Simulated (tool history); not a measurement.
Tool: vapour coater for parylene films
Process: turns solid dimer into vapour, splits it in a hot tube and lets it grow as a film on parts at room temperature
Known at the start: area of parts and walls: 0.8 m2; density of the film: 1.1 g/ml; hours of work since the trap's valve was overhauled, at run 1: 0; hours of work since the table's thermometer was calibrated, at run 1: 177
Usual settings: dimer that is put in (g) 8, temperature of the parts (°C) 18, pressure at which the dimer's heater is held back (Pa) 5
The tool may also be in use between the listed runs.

run    hour  dimer that is put in (g)  temperature of the parts (°C)  pressure at which the dimer's heater is held back (Pa)  hours of work since the trap's valve was overhauled  hours of work since the table's thermometer was calibrated  thickness of the film (nm)
  1       0                         8                             18                                                       5                                                    0                                                         177                        4350
  2    37.9                         8                             18                                                       5                                                   31                                                         208                        4310
  3    76.7                         8                             18                                                       5                                                   62                                                         240                        4330
  4   102.9                         8                             18                                                       5                                                   84                                                         261                        4350
  5   143.7                         8                             18                                                       5                                                  117                                                         294                        4360
  6   181.1                         8                             18                                                       5                                                  147                                                         325                        4330
  7   205.4                         8                             18                                                       5                                                  167                                                         344                        4330
  8   231.8                         8                             18                                                       5                                                  189                                                         366                        4300
  9   260.9                         8                             18                                                       5                                                  212                                                         390                        4320
 10   299.6                         8                             18                                                       5                                                  244                                                         421                        4340
 11   329.4                         8                             18                                                       5                                                  268                                                         445                        4360
 12   364.4                         8                             18                                                       5                                                  297                                                         474                        4330
 13   384.5                         8                             12                                                       5                                                  313                                                         490                        5330
 14     405                         8                             12                                                       5                                                  330                                                         507                        5300
 15   433.6                         8                             12                                                       5                                                  353                                                         530                        5300
      448.9  -- trap's valve overhauled
 16   476.4                         8                             12                                                       5                                                   22                                                         562                        5360
 17   511.3                         8                             12                                                       5                                                   51                                                         590                        5260
 18   547.9                        10                             12                                                       5                                                   81                                                         620                        6680
 19   591.8                        10                             12                                                       5                                                  116                                                         656                        6670
 20     623                        10                             12                                                       5                                                  142                                                         681                        6700
 21   661.8                         8                             18                                                       5                                                  173                                                         713                        4350
 22   689.5                         8                             20                                                    7.55                                                  196                                                         735                        3680
 23   723.8                         8                             15                                                    11.7                                                  224                                                         763                        3990
 24   749.6                        12                             15                                                       5                                                  245                                                         784                        7190
 25   789.4                        12                             13                                                    2.75                                                  277                                                         817                        8690
 26   817.4                         8                             30                                                    4.87                                                  300                                                         840                        2900
 27   856.7                         8                             15                                                    2.08                                                  332                                                         872                        5750
      896.8  -- trap's valve overhauled
 28   905.6                        13                             22                                                       5                                                    7                                                         908                        6080
 29   945.8                         7                             11                                                       5                                                   40                                                         941                        4800
 30   985.9                         3                             13                                                    2.09                                                   73                                                         973                        2360
 31  1016.6                         4                             13                                                       5                                                   98                                                         999                        2590
 32  1060.9                         4                             13                                                       5                                                  134                                                        1035                        2560
 33  1088.4                         4                             12                                                       5                                                  156                                                        1057                        2640
 34  1113.5                         8                             23                                                    8.21                                                  176                                                        1077                        3290
 35  1145.6                         8                             23                                                    8.21                                                  203                                                        1104                        3260
 36  1174.4                         8                             23                                                    8.21                                                  226                                                        1127                        3270
 37  1212.2                         8                             23                                                    8.21                                                  257                                                        1158                        3270
 38  1238.7                         8                             23                                                    8.21                                                  278                                                        1179                        3250
 39  1275.2                         8                             18                                                    3.82                                                  308                                                        1209                        4500
 40  1300.9                         8                             17                                                       5                                                  329                                                        1230                        4440
 41  1327.7                         4                             11                                                    3.14                                                  351                                                        1252                        3060
     1344.7  -- trap's valve overhauled
 42  1367.1                        13                             21                                                    6.15                                                   18                                                        1281                        6060

Some steps in thickness of the film (nm) between neighbouring runs. How much of each would the tool show without its hidden state too (settings, what came in, random variation), and how much is left for the hidden state, with any gauge scatter that isn't in both results?
The hidden state here: vapour lost through the trap's worn valve, %; true temperature of the parts over the reading, C; drift of the gauge itself on film_um, %.
Run 2 -> 3: no setting changed, nothing entered. thickness of the film (nm) +20: hidden state -10, all else +30.
Run 23 -> 24: dimer that is put in (g) 8 -> 12, pressure at which the dimer's heater is held back (Pa) 11.7 -> 5. thickness of the film (nm) +3200: hidden state -20, all else +3220.
Run 25 -> 26: dimer that is put in (g) 12 -> 8, temperature of the parts (°C) 13 -> 30, pressure at which the dimer's heater is held back (Pa) 2.75 -> 4.87. thickness of the film (nm) -5790: hidden state +20, all else -5810.
Run 41 -> 42: dimer that is put in (g) 4 -> 13, temperature of the parts (°C) 11 -> 21, pressure at which the dimer's heater is held back (Pa) 3.14 -> 6.15, trap's valve overhauled. thickness of the film (nm) +3000: hidden state +0, all else +3000.
